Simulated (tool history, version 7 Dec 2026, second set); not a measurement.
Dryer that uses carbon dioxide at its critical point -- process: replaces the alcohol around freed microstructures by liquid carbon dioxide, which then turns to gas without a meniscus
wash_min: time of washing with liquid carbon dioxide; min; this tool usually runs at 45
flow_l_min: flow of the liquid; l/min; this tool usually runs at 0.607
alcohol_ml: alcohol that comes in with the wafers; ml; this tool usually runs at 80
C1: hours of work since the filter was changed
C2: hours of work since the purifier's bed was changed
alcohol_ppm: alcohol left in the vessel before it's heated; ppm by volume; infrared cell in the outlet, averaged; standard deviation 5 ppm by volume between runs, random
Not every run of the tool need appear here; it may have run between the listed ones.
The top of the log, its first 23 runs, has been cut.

Run 24, hour 181.4: usual settings but wash_min 53 min, flow_l_min 0.638 l/min, alcohol_ml 97 ml; C1 172; C2 104. Result: alcohol_ppm 36 ppm by volume.
Run 25, hour 189.7: usual settings but wash_min 53 min, flow_l_min 0.638 l/min, alcohol_ml 97 ml; C1 176; C2 109. Result: alcohol_ppm 28 ppm by volume.
Run 26, hour 197.2: usual settings but wash_min 35 min, alcohol_ml 39 ml; C1 180; C2 113. Result: alcohol_ppm 124 ppm by volume.
Run 27, hour 205.4: usual settings but wash_min 61 min, alcohol_ml 58 ml; C1 184; C2 117. Result: alcohol_ppm 40 ppm by volume.
Run 28, hour 213.6: usual settings but flow_l_min 0.839 l/min, alcohol_ml 26 ml; C1 189; C2 122. Result: alcohol_ppm 27 ppm by volume.
Run 29, hour 225.0: usual settings but wash_min 43 min, alcohol_ml 34 ml; C1 195; C2 128. Result: alcohol_ppm 46 ppm by volume.
Run 30, hour 234.6: usual settings but wash_min 69 min; C1 200; C2 133. Result: alcohol_ppm 31 ppm by volume.
Run 31, hour 243.6: usual settings but flow_l_min 0.374 l/min, alcohol_ml 93 ml; C1 205; C2 138. Result: alcohol_ppm 629 ppm by volume.
Run 32, hour 249.0: usual settings but wash_min 35 min, flow_l_min 0.781 l/min, alcohol_ml 65 ml; C1 208; C2 140. Result: alcohol_ppm 66 ppm by volume.
Run 33, hour 254.0: usual settings but wash_min 35 min, flow_l_min 0.781 l/min, alcohol_ml 65 ml; C1 210; C2 143. Result: alcohol_ppm 66 ppm by volume.
Run 34, hour 260.1: usual settings but wash_min 35 min, flow_l_min 0.781 l/min, alcohol_ml 65 ml; C1 214; C2 146. Result: alcohol_ppm 64 ppm by volume.
Run 35, hour 268.4: usual settings but wash_min 35 min, flow_l_min 0.506 l/min, alcohol_ml 91 ml; C1 218; C2 151. Result: alcohol_ppm 530 ppm by volume.
Run 36, hour 275.2: usual settings but wash_min 52 min, alcohol_ml 77 ml; C1 222; C2 154. Result: alcohol_ppm 46 ppm by volume.
Run 37, hour 284.0: usual settings but wash_min 29 min, flow_l_min 0.438 l/min, alcohol_ml 21 ml; C1 226; C2 159. Result: alcohol_ppm 366 ppm by volume.
Run 38, hour 291.8: usual settings but wash_min 29 min, flow_l_min 0.858 l/min, alcohol_ml 21 ml; C1 231; C2 163. Result: alcohol_ppm 60 ppm by volume.
Run 39, hour 299.7: usual settings but wash_min 41 min, alcohol_ml 31 ml; C1 235; C2 168. Result: alcohol_ppm 61 ppm by volume.
Run 40, hour 308.7: usual settings but wash_min 41 min, alcohol_ml 31 ml; C1 240; C2 172. Result: alcohol_ppm 75 ppm by volume.
Run 41, hour 315.4: usual settings but wash_min 29 min, alcohol_ml 23 ml; C1 243; C2 176. Result: alcohol_ppm 168 ppm by volume.
Run 42, hour 321.8: usual settings but wash_min 29 min, alcohol_ml 23 ml; C1 247; C2 179. Result: alcohol_ppm 172 ppm by volume.
Run 43, hour 329.2: usual settings but wash_min 46 min; C1 251; C2 183. Result: alcohol_ppm 82 ppm by volume.

4 options for the next run, each taken on its own from the tool as it stands now. Forecast them:
Run A, hour 337.3: usual settings but wash_min 42 min; C1 255; C2 188. Result: alcohol_ppm ?.
Run B, hour 337.3: usual settings but wash_min 48 min, flow_l_min 0.693 l/min, alcohol_ml 79 ml; C1 255; C2 188. Result: alcohol_ppm ?.
Run C, hour 337.3: usual settings but flow_l_min 0.431 l/min, alcohol_ml 32 ml; C1 255; C2 188. Result: alcohol_ppm ?.
Run D, hour 337.3: usual settings but wash_min 28 min, flow_l_min 0.444 l/min; C1 255; C2 188. Result: alcohol_ppm ?.

run  alcohol_ppm
  A          130
  B           56
  C          169
  D         1490
Take away the tool's hidden state, keep each run's random variation, and the runs would have read:
run  alcohol_ppm
  A           44
  B           14
  C           69
  D          928
